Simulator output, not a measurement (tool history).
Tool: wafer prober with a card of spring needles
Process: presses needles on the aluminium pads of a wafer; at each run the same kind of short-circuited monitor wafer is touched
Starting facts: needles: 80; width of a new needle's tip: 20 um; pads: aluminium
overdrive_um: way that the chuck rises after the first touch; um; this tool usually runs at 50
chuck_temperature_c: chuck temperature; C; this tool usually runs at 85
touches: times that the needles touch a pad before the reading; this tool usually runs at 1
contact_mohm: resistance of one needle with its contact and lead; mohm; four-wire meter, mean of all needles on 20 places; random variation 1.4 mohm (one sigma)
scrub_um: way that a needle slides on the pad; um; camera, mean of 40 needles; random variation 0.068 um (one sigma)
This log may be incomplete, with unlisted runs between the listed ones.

| run | hour | overdrive_um | chuck_temperature_c | touches | contact_mohm | scrub_um |
|---|---|---|---|---|---|---|
| 1 | 0.0 | 50 | 85 | 1 | 152 | 7.66 |
| 2 | 9.6 | 50 | 85 | 1 | 256 | 7.72 |
|  | 10.3 | tips cleaned on abrasive film |
| 3 | 18.3 | 50 | 117 | 1 | 236 | 7.77 |
|  | 21.5 | tips cleaned on abrasive film |
| 4 | 28.7 | 50 | 117 | 1 | 224 | 7.67 |
|  | 33.1 | tips cleaned on abrasive film |
| 5 | 34.1 | 63 | 117 | 1 | 138 | 9.84 |
| 6 | 42.2 | 50 | 85 | 2 | 199 | 7.85 |
|  | 44.0 | tips cleaned on abrasive film |
| 7 | 47.9 | 50 | 85 | 2 | 167 | 7.94 |
| 8 | 54.8 | 50 | 29 | 1 | 266 | 7.80 |
|  | 55.4 | tips cleaned on abrasive film |
| 9 | 63.3 | 50 | 29 | 1 | 248 | 7.74 |
|  | 66.3 | tips cleaned on abrasive film |
| 10 | 68.3 | 50 | 29 | 1 | 160 | 7.65 |
| 11 | 74.9 | 50 | 29 | 1 | 248 | 7.76 |
|  | 77.9 | tips cleaned on abrasive film |
| 12 | 80.1 | 50 | 29 | 1 | 159 | 7.76 |
| 13 | 88.4 | 50 | 85 | 2 | 201 | 7.75 |
|  | 89.3 | tips cleaned on abrasive film |
| 14 | 96.9 | 50 | 85 | 2 | 191 | 7.69 |
|  | 100.7 | tips cleaned on abrasive film |
| 15 | 105.8 | 50 | 85 | 2 | 174 | 7.69 |
|  | 111.8 | tips cleaned on abrasive film |
| 16 | 111.8 | 50 | 85 | 1 | 137 | 7.83 |
| 17 | 117.3 | 50 | 85 | 1 | 216 | 7.64 |
|  | 123.1 | tips cleaned on abrasive film |
| 18 | 125.8 | 50 | 102 | 1 | 183 | 7.71 |
|  | 134.2 | tips cleaned on abrasive film |
| 19 | 136.9 | 50 | 89 | 3 | 142 | 7.64 |
|  | 145.5 | tips cleaned on abrasive film |
| 20 | 148.2 | 45 | 30 | 2 | 162 | 7.01 |
| 21 | 154.7 | 45 | 30 | 2 | 220 | 6.90 |
|  | 156.9 | tips cleaned on abrasive film |
| 22 | 166.3 | 45 | 30 | 2 | 220 | 6.82 |
|  | 168.3 | tips cleaned on abrasive film |
| 23 | 171.4 | 49 | 30 | 2 | 158 | 7.44 |
|  | 179.2 | tips cleaned on abrasive film |
| 24 | 180.0 | 50 | 104 | 2 | 142 | 7.59 |
|  | 190.6 | tips cleaned on abrasive film |
| 25 | 190.9 | 50 | 85 | 1 | 140 | 7.72 |
| 26 | 200.1 | 50 | 80 | 1 | 262 | 7.67 |
|  | 201.8 | tips cleaned on abrasive film |
| 27 | 211.5 | 53 | 64 | 1 | 244 | 8.23 |
|  | 213.1 | tips cleaned on abrasive film |
| 28 | 216.6 | 56 | 100 | 1 | 178 | 8.47 |

5 options for the next run, each taken on its own from the tool as it stands now. Forecast them:
|  | 224.6 | tips cleaned on abrasive film |
| A | 224.6 | 48 | 121 | 3 | ? | ? |
|  | 224.6 | tips cleaned on abrasive film |
| B | 224.6 | 56 | 80 | 1 | ? | ? |
|  | 224.6 | tips cleaned on abrasive film |
| C | 224.6 | 56 | 100 | 2 | ? | ? |
|  | 224.6 | tips cleaned on abrasive film |
| D | 224.6 | 50 | 54 | 3 | ? | ? |
|  | 224.6 | tips cleaned on abrasive film |
| E | 224.6 | 56 | 60 | 1 | ? | ? |

| run | contact_mohm | scrub_um |
|---|---|---|
| A | 131 | 7.34 |
| B | 126 | 8.49 |
| C | 127 | 8.54 |
| D | 121 | 7.62 |
| E | 124 | 8.64 |
The same runs, with their run-to-run variation unchanged, on a tool lacking any hidden condition would have given:
| run | contact_mohm | scrub_um |
|---|---|---|
| A | 127 | 7.67 |
| B | 120 | 8.83 |
| C | 123 | 8.87 |
| D | 117 | 7.96 |
| E | 117 | 8.97 |

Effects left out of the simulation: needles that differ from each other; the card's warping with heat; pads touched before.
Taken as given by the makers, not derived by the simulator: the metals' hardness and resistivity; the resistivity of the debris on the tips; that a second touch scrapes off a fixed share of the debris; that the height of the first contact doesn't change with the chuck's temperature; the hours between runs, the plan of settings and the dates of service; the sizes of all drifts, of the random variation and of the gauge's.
